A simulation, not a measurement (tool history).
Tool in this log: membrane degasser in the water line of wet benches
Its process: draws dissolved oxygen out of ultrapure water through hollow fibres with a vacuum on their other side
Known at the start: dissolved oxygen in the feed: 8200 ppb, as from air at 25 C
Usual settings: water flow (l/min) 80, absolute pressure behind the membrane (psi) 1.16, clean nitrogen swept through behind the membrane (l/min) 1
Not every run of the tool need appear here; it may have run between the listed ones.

run,day,water flow (l/min),absolute pressure behind the membrane (psi),clean nitrogen swept through behind the membrane (l/min),dissolved oxygen in the water behind the degasser (ppb),pressure that the water loses in the fibres (psi)
1,0,80,1.16,1,842.7,4.667
2,2,80,1.16,1.61,683.1,4.634
3,3.629,80,1.16,1,862.5,4.667
4,5.475,80,1.16,1,830.4,4.708
5,7.612,80,1.16,1,853,4.672
6,9.754,80,1.16,1,860.5,4.693
7,11.188,80,1.16,1,864.6,4.72
8,12.575,80,1.16,1,874.9,4.695
9,14.825,80,1.16,1,850.7,4.676
10,15.742,80,1.16,1,858.6,4.692
11,17.804,80,1.16,1,841.9,4.696
# day 17.971: vacuum gauge calibrated
12,19.208,80,1.16,1,854.8,4.715
13,21.008,80,1.16,1,862,4.669
14,22.304,71,2.587,0.65,2151.9,4.2
15,24.108,103,1.68,2.4,1063.9,6.103
# day 24.742: vacuum gauge calibrated, once more
16,25.208,83,1.35,1.89,795.7,4.895
17,26.3,70,0.748,1.89,358.5,4.084
18,28.35,80,1.852,1,1379.3,4.73
19,29.604,80,1.852,1,1376,4.741
20,31.646,124,1.349,2.93,1073.3,7.29
21,33.15,124,2.215,1.04,2184.8,7.335
22,35.258,124,2.215,1.04,2221.5,7.351
23,36.242,81,1.067,1.77,637.8,4.775
24,37.992,69,1.205,1.33,665.2,4.076
25,39.45,69,1.205,1.33,680.9,4.042

Consider 3 possible next runs. They are alternatives, not a sequence: every one starts from the tool as it was left by run 25. What does each give?
A,40.688,90,1.188,1.33,?,?
B,40.688,69,2.564,1.47,?,?
C,40.688,80,1.16,0.49,?,?

run,dissolved oxygen in the water behind the degasser (ppb),pressure that the water loses in the fibres (psi)
A,879.5,5.323
B,1329.2,4.093
C,1163.2,4.737
Without the tool's hidden state the same runs would have given:
run,dissolved oxygen in the water behind the degasser (ppb),pressure that the water loses in the fibres (psi)
A,847.7,5.172
B,1309.6,3.977
C,1136.7,4.603
